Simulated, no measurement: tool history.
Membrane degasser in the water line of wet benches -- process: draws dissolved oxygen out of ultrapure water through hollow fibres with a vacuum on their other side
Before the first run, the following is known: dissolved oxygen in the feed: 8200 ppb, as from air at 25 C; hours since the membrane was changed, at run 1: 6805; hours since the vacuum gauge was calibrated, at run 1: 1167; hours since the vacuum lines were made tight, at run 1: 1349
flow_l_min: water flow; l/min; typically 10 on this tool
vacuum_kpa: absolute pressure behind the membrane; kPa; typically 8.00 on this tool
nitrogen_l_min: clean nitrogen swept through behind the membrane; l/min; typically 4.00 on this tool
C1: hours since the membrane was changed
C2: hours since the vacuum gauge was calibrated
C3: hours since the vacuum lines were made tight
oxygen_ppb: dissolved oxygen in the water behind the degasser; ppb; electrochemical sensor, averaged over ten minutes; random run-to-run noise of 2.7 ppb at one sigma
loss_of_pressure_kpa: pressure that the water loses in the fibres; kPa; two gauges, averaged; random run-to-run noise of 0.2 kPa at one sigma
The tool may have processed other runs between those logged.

run 1 hour=0.0 | flow_l_min=10 vacuum_kpa=8.00 nitrogen_l_min=4.00 | C1=6805 C2=1167 C3=1349 | oxygen_ppb=275.8 loss_of_pressure_kpa=41.78
run 2 hour=132.5 | flow_l_min=10 vacuum_kpa=8.00 nitrogen_l_min=4.00 | C1=6937 C2=1299 C3=1482 | oxygen_ppb=271.1 loss_of_pressure_kpa=41.52
run 3 hour=220.0 | flow_l_min=10 vacuum_kpa=8.00 nitrogen_l_min=4.00 | C1=7025 C2=1387 C3=1569 | oxygen_ppb=272.7 loss_of_pressure_kpa=42.03
run 4 hour=329.9 | flow_l_min=10 vacuum_kpa=8.00 nitrogen_l_min=4.00 | C1=7135 C2=1497 C3=1679 | oxygen_ppb=272.5 loss_of_pressure_kpa=41.72
run 5 hour=420.7 | flow_l_min=10 vacuum_kpa=8.00 nitrogen_l_min=5.89 | C1=7225 C2=1588 C3=1770 | oxygen_ppb=262.0 loss_of_pressure_kpa=41.89
run 6 hour=534.1 | flow_l_min=10 vacuum_kpa=8.00 nitrogen_l_min=5.89 | C1=7339 C2=1701 C3=1883 | oxygen_ppb=263.8 loss_of_pressure_kpa=41.74
run 7 hour=680.5 | flow_l_min=16 vacuum_kpa=8.00 nitrogen_l_min=4.00 | C1=7485 C2=1847 C3=2030 | oxygen_ppb=587.6 loss_of_pressure_kpa=67.07
run 8 hour=848.9 | flow_l_min=16 vacuum_kpa=8.00 nitrogen_l_min=4.00 | C1=7654 C2=2016 C3=2198 | oxygen_ppb=592.0 loss_of_pressure_kpa=66.79
run 9 hour=971.6 | flow_l_min=16 vacuum_kpa=8.00 nitrogen_l_min=4.00 | C1=7776 C2=2138 C3=2321 | oxygen_ppb=592.2 loss_of_pressure_kpa=66.65
run 10 hour=1153.3 | flow_l_min=16 vacuum_kpa=8.00 nitrogen_l_min=4.00 | C1=7958 C2=2320 C3=2503 | oxygen_ppb=589.9 loss_of_pressure_kpa=67.06
run 11 hour=1251.5 | flow_l_min=16 vacuum_kpa=8.00 nitrogen_l_min=4.00 | C1=8056 C2=2418 C3=2601 | oxygen_ppb=596.0 loss_of_pressure_kpa=66.85
run 12 hour=1383.4 | flow_l_min=16 vacuum_kpa=8.00 nitrogen_l_min=4.00 | C1=8188 C2=2550 C3=2733 | oxygen_ppb=589.4 loss_of_pressure_kpa=66.98
run 13 hour=1551.4 | flow_l_min=16 vacuum_kpa=8.00 nitrogen_l_min=4.00 | C1=8356 C2=2718 C3=2901 | oxygen_ppb=588.8 loss_of_pressure_kpa=66.82
run 14 hour=1710.4 | flow_l_min=16 vacuum_kpa=8.00 nitrogen_l_min=4.00 | C1=8515 C2=2877 C3=3060 | oxygen_ppb=587.9 loss_of_pressure_kpa=66.60
run 15 hour=1866.9 | flow_l_min=16 vacuum_kpa=8.00 nitrogen_l_min=4.00 | C1=8672 C2=3034 C3=3216 | oxygen_ppb=589.1 loss_of_pressure_kpa=66.94
run 16 hour=2022.2 | flow_l_min=10 vacuum_kpa=8.00 nitrogen_l_min=4.00 | C1=8827 C2=3189 C3=3371 | oxygen_ppb=272.2 loss_of_pressure_kpa=41.61
run 17 hour=2130.0 | flow_l_min=10 vacuum_kpa=8.00 nitrogen_l_min=4.00 | C1=8935 C2=3297 C3=3479 | oxygen_ppb=277.0 loss_of_pressure_kpa=42.01
run 18 hour=2209.5 | flow_l_min=10 vacuum_kpa=8.00 nitrogen_l_min=4.00 | C1=9014 C2=3376 C3=3559 | oxygen_ppb=269.3 loss_of_pressure_kpa=41.94
run 19 hour=2400.4 | flow_l_min=8 vacuum_kpa=5.51 nitrogen_l_min=4.68 | C1=9205 C2=3567 C3=3750 | oxygen_ppb=166.0 loss_of_pressure_kpa=33.52
run 20 hour=2528.6 | flow_l_min=8 vacuum_kpa=5.51 nitrogen_l_min=4.68 | C1=9333 C2=3695 C3=3878 | oxygen_ppb=161.2 loss_of_pressure_kpa=33.58
run 21 hour=2694.7 | flow_l_min=10 vacuum_kpa=8.00 nitrogen_l_min=5.05 | C1=9499 C2=3862 C3=4044 | oxygen_ppb=270.6 loss_of_pressure_kpa=41.81
run 22 hour=2832.0 | flow_l_min=9 vacuum_kpa=8.93 nitrogen_l_min=4.49 | C1=9637 C2=3999 C3=4181 | oxygen_ppb=225.7 loss_of_pressure_kpa=37.18
run 23 hour=3017.6 | flow_l_min=7 vacuum_kpa=5.85 nitrogen_l_min=5.68 | C1=9822 C2=4184 C3=4367 | oxygen_ppb=122.4 loss_of_pressure_kpa=29.12
run 24 hour=3179.6 | flow_l_min=7 vacuum_kpa=5.85 nitrogen_l_min=5.68 | C1=9984 C2=4347 C3=4529 | oxygen_ppb=123.0 loss_of_pressure_kpa=29.28
run 25 hour=3352.5 | flow_l_min=7 vacuum_kpa=5.85 nitrogen_l_min=5.68 | C1=10157 C2=4519 C3=4702 | oxygen_ppb=122.7 loss_of_pressure_kpa=28.93
run 26 hour=3432.8 | flow_l_min=7 vacuum_kpa=5.85 nitrogen_l_min=5.68 | C1=10237 C2=4600 C3=4782 | oxygen_ppb=123.0 loss_of_pressure_kpa=29.16
run 27 hour=3562.1 | flow_l_min=7 vacuum_kpa=5.85 nitrogen_l_min=5.68 | C1=10367 C2=4729 C3=4911 | oxygen_ppb=122.4 loss_of_pressure_kpa=29.44
run 28 hour=3698.3 | flow_l_min=12 vacuum_kpa=8.00 nitrogen_l_min=6.63 | C1=10503 C2=4865 C3=5048 | oxygen_ppb=362.6 loss_of_pressure_kpa=50.25
run 29 hour=3791.4 | flow_l_min=12 vacuum_kpa=8.00 nitrogen_l_min=6.63 | C1=10596 C2=4958 C3=5141 | oxygen_ppb=365.5 loss_of_pressure_kpa=49.93
-- hour=3921.3 vacuum gauge calibrated
run 30 hour=3959.2 | flow_l_min=10 vacuum_kpa=5.54 nitrogen_l_min=6.55 | C1=10763 C2=38 C3=5308 | oxygen_ppb=252.8 loss_of_pressure_kpa=41.43
run 31 hour=4099.1 | flow_l_min=10 vacuum_kpa=5.54 nitrogen_l_min=6.55 | C1=10903 C2=178 C3=5448 | oxygen_ppb=249.8 loss_of_pressure_kpa=41.77
run 32 hour=4254.1 | flow_l_min=10 vacuum_kpa=7.18 nitrogen_l_min=3.12 | C1=11058 C2=333 C3=5603 | oxygen_ppb=274.9 loss_of_pressure_kpa=42.05

Below are 3 alternative next runs, each starting from the tool's condition after run 32. Predict each:
run A hour=4376.6 | flow_l_min=6 vacuum_kpa=7.15 nitrogen_l_min=2.17 | C1=11181 C2=455 C3=5725 | oxygen_ppb=? loss_of_pressure_kpa=?
run B hour=4376.6 | flow_l_min=12 vacuum_kpa=8.00 nitrogen_l_min=4.00 | C1=11181 C2=455 C3=5725 | oxygen_ppb=? loss_of_pressure_kpa=?
run C hour=4376.6 | flow_l_min=15 vacuum_kpa=8.00 nitrogen_l_min=4.00 | C1=11181 C2=455 C3=5725 | oxygen_ppb=? loss_of_pressure_kpa=?

run=A oxygen_ppb=103.7 loss_of_pressure_kpa=25.01
run=B oxygen_ppb=375.2 loss_of_pressure_kpa=49.96
run=C oxygen_ppb=539.8 loss_of_pressure_kpa=62.39
Without the tool's unlogged condition, the same runs would have read:
run=A oxygen_ppb=103.3 loss_of_pressure_kpa=24.99
run=B oxygen_ppb=374.3 loss_of_pressure_kpa=49.91
run=C oxygen_ppb=538.5 loss_of_pressure_kpa=62.34
